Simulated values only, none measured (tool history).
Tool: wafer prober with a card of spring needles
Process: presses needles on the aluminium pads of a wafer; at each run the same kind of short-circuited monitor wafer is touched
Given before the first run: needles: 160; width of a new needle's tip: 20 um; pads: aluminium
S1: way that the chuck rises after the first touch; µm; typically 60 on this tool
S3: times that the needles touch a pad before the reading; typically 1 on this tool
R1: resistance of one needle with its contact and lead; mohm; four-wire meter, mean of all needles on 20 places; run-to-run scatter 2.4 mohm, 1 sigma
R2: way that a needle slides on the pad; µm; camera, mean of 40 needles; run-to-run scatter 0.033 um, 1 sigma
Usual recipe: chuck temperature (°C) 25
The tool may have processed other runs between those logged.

Run 1, hour 0: usual settings. Result: R1 269 mohm, R2 8.13 µm.
Run 2, hour 30.3: usual settings but chuck temperature (°C) 31. Result: R1 268 mohm, R2 8.03 µm.
Run 3, hour 61.7: usual settings. Result: R1 267 mohm, R2 8.1 µm.
Run 4, hour 89: usual settings. Result: R1 261 mohm, R2 8.08 µm.
Run 5, hour 127.2: usual settings but S3 3. Result: R1 268 mohm, R2 8.1 µm.
Run 6, hour 159.5: usual settings. Result: R1 271 mohm, R2 8.09 µm.
Run 7, hour 183.1: usual settings. Result: R1 271 mohm, R2 8.01 µm.
Run 8, hour 202: usual settings. Result: R1 269 mohm, R2 8.02 µm.
Run 9, hour 231.5: usual settings. Result: R1 268 mohm, R2 8.02 µm.
Run 10, hour 261.5: usual settings. Result: R1 266 mohm, R2 8.02 µm.
Run 11, hour 301.4: usual settings. Result: R1 270 mohm, R2 8.03 µm.
Run 12, hour 330.4: usual settings. Result: R1 269 mohm, R2 8.02 µm.
Run 13, hour 355.7: usual settings. Result: R1 267 mohm, R2 8.04 µm.
Run 14, hour 386.6: usual settings. Result: R1 267 mohm, R2 7.93 µm.
Run 15, hour 422.2: usual settings. Result: R1 266 mohm, R2 8 µm.
Run 16, hour 458.5: usual settings but S1 71 µm, chuck temperature (°C) 73. Result: R1 282 mohm, R2 9.47 µm.
Run 17, hour 486.6: usual settings but S1 49 µm. Result: R1 278 mohm, R2 6.56 µm.
Run 18, hour 505.1: usual settings but S1 45 µm, chuck temperature (°C) 58. Result: R1 288 mohm, R2 5.97 µm.
Run 19, hour 526.3: usual settings but S1 63 µm, chuck temperature (°C) 37. Result: R1 270 mohm, R2 8.38 µm.
Run 20, hour 546: usual settings but chuck temperature (°C) 47. Result: R1 274 mohm, R2 7.97 µm.
Run 21, hour 567.2: usual settings but S1 50 µm, chuck temperature (°C) 101, S3 3. Result: R1 297 mohm, R2 6.63 µm.
Run 22, hour 609.4: usual settings but S1 50 µm, chuck temperature (°C) 101, S3 3. Result: R1 298 mohm, R2 6.6 µm.
Run 23, hour 654.4: usual settings but S1 50 µm, chuck temperature (°C) 101, S3 3. Result: R1 301 mohm, R2 6.72 µm.
Run 24, hour 684.2: usual settings but S1 53 µm, chuck temperature (°C) 101, S3 3. Result: R1 298 mohm, R2 7.03 µm.
Run 25, hour 723.5: usual settings but S1 76 µm, chuck temperature (°C) 94, S3 2. Result: R1 286 mohm, R2 10.04 µm.
Run 26, hour 768.5: usual settings but S1 72 µm, chuck temperature (°C) 100. Result: R1 290 mohm, R2 9.5 µm.
Run 27, hour 809.5: usual settings but S1 64 µm, chuck temperature (°C) 44, S3 2. Result: R1 275 mohm, R2 8.58 µm.
Run 28, hour 844.4: usual settings but S3 2. Result: R1 270 mohm, R2 8.07 µm.
Run 29, hour 883.7: usual settings but S1 61 µm, chuck temperature (°C) 124, S3 3. Result: R1 294 mohm, R2 8.22 µm.

Withheld: 80 entries from between the runs. Position of each, and hidden state at the listed run before versus the listed run after:
In the gap between runs 1 and 2: tips cleaned on abrasive film (hour 2.5); tips cleaned on abrasive film (hour 14.3); tips cleaned on abrasive film (hour 25.6)
  debris on the tips, nm: 0.2 -> 0.1; drift of the gauge itself on scrub_um, %: 0 -> -0.08
  what was measured, less what the result would be without the hidden state, R2: +0 -> -0.01 µm
In the gap between runs 2 and 3: tips cleaned on abrasive film (hour 37.7); tips cleaned on abrasive film (hour 49.5); tips cleaned on abrasive film (hour 61.5)
  debris on the tips, nm: 0.1 -> 0; drift of the gauge itself on scrub_um, %: -0.08 -> -0.16
  what was measured, less what the result would be without the hidden state, R2: -0.01 -> -0.02 µm
In the gap between runs 3 and 4: tips cleaned on abrasive film (hour 71.5); height of the first contact set anew (hour 76.7); tips cleaned on abrasive film (hour 83.9)
  debris on the tips, nm: 0 -> 0.1; way that the needles fall short of the set height, um: 0.02 -> 0; drift of the gauge itself on scrub_um, %: -0.16 -> -0.23
  what was measured, less what the result would be without the hidden state, R2: -0.02 -> -0.01 µm
In the gap between runs 4 and 5: tips cleaned on abrasive film (hour 95.6); tips cleaned on abrasive film (hour 107.6); tips cleaned on abrasive film (hour 119.3)
  debris on the tips, nm: 0.1 -> 0.2; drift of the gauge itself on scrub_um, %: -0.23 -> -0.33
  what was measured, less what the result would be without the hidden state, R2: -0.01 -> -0.02 µm
In the gap between runs 5 and 6: tips cleaned on abrasive film (hour 129.7); tips cleaned on abrasive film (hour 141.6); tips cleaned on abrasive film (hour 153.3)
  drift of the gauge itself on scrub_um, %: -0.33 -> -0.41
  what was measured, less what the result would be without the hidden state, R2: -0.02 -> -0.03 µm
In the gap between runs 6 and 7: tips cleaned on abrasive film (hour 164.5); tips cleaned on abrasive film (hour 176.6)
  drift of the gauge itself on scrub_um, %: -0.41 -> -0.47
  what was measured, less what the result would be without the hidden state, R2: -0.03 -> -0.03 µm
In the gap between runs 7 and 8: tips cleaned on abrasive film (hour 188); tips cleaned on abrasive film (hour 200.1)
  debris on the tips, nm: 0.2 -> 0.1; drift of the gauge itself on scrub_um, %: -0.47 -> -0.52
  what was measured, less what the result would be without the hidden state, R2: -0.03 -> -0.04 µm
In the gap between runs 8 and 9: tips cleaned on abrasive film (hour 210.7); tips cleaned on abrasive film (hour 222.8)
  debris on the tips, nm: 0.1 -> 0.2; drift of the gauge itself on scrub_um, %: -0.52 -> -0.59
  what was measured, less what the result would be without the hidden state, R2: -0.04 -> -0.05 µm
In the gap between runs 9 and 10: tips cleaned on abrasive film (hour 233.9); tips cleaned on abrasive film (hour 245.2); tips cleaned on abrasive film (hour 257.4)
  debris on the tips, nm: 0.2 -> 0.1; drift of the gauge itself on scrub_um, %: -0.59 -> -0.67
  what was measured, less what the result would be without the hidden state, R2: -0.05 -> -0.05 µm
In the gap between runs 10 and 11: tips cleaned on abrasive film (hour 268.3); tips cleaned on abrasive film (hour 280.3); tips cleaned on abrasive film (hour 292.4)
  debris on the tips, nm: 0.1 -> 0.2; way that the needles fall short of the set height, um: 0 -> 0.01; drift of the gauge itself on scrub_um, %: -0.67 -> -0.77
  what was measured, less what the result would be without the hidden state, R2: -0.05 -> -0.07 µm
In the gap between runs 11 and 12: tips cleaned on abrasive film (hour 303.9); tips cleaned on abrasive film (hour 315.3); tips cleaned on abrasive film (hour 327.6)
  debris on the tips, nm: 0.2 -> 0.1; drift of the gauge itself on scrub_um, %: -0.77 -> -0.85
  what was measured, less what the result would be without the hidden state, R2: -0.07 -> -0.07 µm
In the gap between runs 12 and 13: tips cleaned on abrasive film (hour 337.8); tips cleaned on abrasive film (hour 350)
  drift of the gauge itself on scrub_um, %: -0.85 -> -0.91
  what was measured, less what the result would be without the hidden state, R2: -0.07 -> -0.07 µm
In the gap between runs 13 and 14: tips cleaned on abrasive film (hour 360.6); tips cleaned on abrasive film (hour 372.4); tips cleaned on abrasive film (hour 384.4)
  drift of the gauge itself on scrub_um, %: -0.91 -> -0.99
  what was measured, less what the result would be without the hidden state, R2: -0.07 -> -0.08 µm
In the gap between runs 14 and 15: tips cleaned on abrasive film (hour 396.3); tips cleaned on abrasive film (hour 408.3); tips cleaned on abrasive film (hour 420.3)
  drift of the gauge itself on scrub_um, %: -0.99 -> -1.09
  what was measured, less what the result would be without the hidden state, R2: -0.08 -> -0.09 µm
In the gap between runs 15 and 16: tips cleaned on abrasive film (hour 432); tips cleaned on abrasive film (hour 444.3); tips cleaned on abrasive film (hour 456.5)
  drift of the gauge itself on scrub_um, %: -1.09 -> -1.18
  what was measured, less what the result would be without the hidden state, R2: -0.09 -> -0.12 µm
In the gap between runs 16 and 17: tips cleaned on abrasive film (hour 468.3); tips cleaned on abrasive film (hour 479.6)
  debris on the tips, nm: 0.1 -> 0.2; drift of the gauge itself on scrub_um, %: -1.18 -> -1.25
  what was measured, less what the result would be without the hidden state, R2: -0.12 -> -0.09 µm
In the gap between runs 17 and 18: tips cleaned on abrasive film (hour 491.5); tips cleaned on abrasive film (hour 503.2)
  debris on the tips, nm: 0.2 -> 0.1; drift of the gauge itself on scrub_um, %: -1.25 -> -1.3
  what was measured, less what the result would be without the hidden state, R2: -0.09 -> -0.08 µm
In the gap between runs 18 and 19: tips cleaned on abrasive film (hour 514.5); tips cleaned on abrasive film (hour 526.2)
  debris on the tips, nm: 0.1 -> 0; drift of the gauge itself on scrub_um, %: -1.3 -> -1.35
  what was measured, less what the result would be without the hidden state, R2: -0.08 -> -0.12 µm
In the gap between runs 19 and 20: tips cleaned on abrasive film (hour 536.1); tips cleaned on abrasive film (hour 546)
  drift of the gauge itself on scrub_um, %: -1.35 -> -1.4
  what was measured, less what the result would be without the hidden state, R2: -0.12 -> -0.11 µm
In the gap between runs 20 and 21: tips cleaned on abrasive film (hour 557.7)
  debris on the tips, nm: 0 -> 0.2; drift of the gauge itself on scrub_um, %: -1.4 -> -1.46
  what was measured, less what the result would be without the hidden state, R2: -0.11 -> -0.1 µm
In the gap between runs 21 and 22: tips cleaned on abrasive film (hour 569.7); tips cleaned on abrasive film (hour 581.9); tips cleaned on abrasive film (hour 593.8); tips cleaned on abrasive film (hour 605.2)
  debris on the tips, nm: 0.2 -> 0.1; drift of the gauge itself on scrub_um, %: -1.46 -> -1.57
  what was measured, less what the result would be without the hidden state, R2: -0.1 -> -0.11 µm
In the gap between runs 22 and 23: tips cleaned on abrasive film (hour 616); tips cleaned on abrasive film (hour 625.8); tips cleaned on abrasive film (hour 637.5); tips cleaned on abrasive film (hour 649)
  way that the needles fall short of the set height, um: 0.01 -> 0.02; drift of the gauge itself on scrub_um, %: -1.57 -> -1.68
  what was measured, less what the result would be without the hidden state, R2: -0.11 -> -0.12 µm
In the gap between runs 23 and 24: tips cleaned on abrasive film (hour 659); tips cleaned on abrasive film (hour 670.5); tips cleaned on abrasive film (hour 682)
  drift of the gauge itself on scrub_um, %: -1.68 -> -1.76
  what was measured, less what the result would be without the hidden state, R2: -0.12 -> -0.13 µm
In the gap between runs 24 and 25: tips cleaned on abrasive film (hour 693.3); tips cleaned on abrasive film (hour 705); height of the first contact set anew (hour 714.8); tips cleaned on abrasive film (hour 717.4)
  debris on the tips, nm: 0.1 -> 0.2; way that the needles fall short of the set height, um: 0.02 -> 0; drift of the gauge itself on scrub_um, %: -1.76 -> -1.86
  what was measured, less what the result would be without the hidden state, R2: -0.13 -> -0.19 µm
In the gap between runs 25 and 26: tips cleaned on abrasive film (hour 728.4); tips cleaned on abrasive film (hour 740.5); tips cleaned on abrasive film (hour 752); tips cleaned on abrasive film (hour 764.2)
  debris on the tips, nm: 0.2 -> 0.1; tips' diameter, um: 20.02 -> 20.03; drift of the gauge itself on scrub_um, %: -1.86 -> -1.98
  what was measured, less what the result would be without the hidden state, R2: -0.19 -> -0.2 µm
In the gap between runs 26 and 27: tips cleaned on abrasive film (hour 775.4); tips cleaned on abrasive film (hour 787.1); tips cleaned on abrasive film (hour 799.4); gauge calibrated (hour 804.2); tips cleaned on abrasive film (hour 809.5)
  debris on the tips, nm: 0.1 -> 0; drift of the gauge itself on scrub_um, %: -1.98 -> -0.01
  what was measured, less what the result would be without the hidden state, R2: -0.2 -> +0 µm
In the gap between runs 27 and 28: tips cleaned on abrasive film (hour 821.7); tips cleaned on abrasive film (hour 834); tips cleaned on abrasive film (hour 844.4)
  drift of the gauge itself on scrub_um, %: -0.01 -> -0.1
  what was measured, less what the result would be without the hidden state, R2: +0 -> -0.01 µm
In the gap between runs 28 and 29: tips cleaned on abrasive film (hour 856.1); tips cleaned on abrasive film (hour 868.2); tips cleaned on abrasive film (hour 880)
  debris on the tips, nm: 0 -> 0.1; drift of the gauge itself on scrub_um, %: -0.1 -> -0.2
  what was measured, less what the result would be without the hidden state, R2: -0.01 -> -0.02 µm
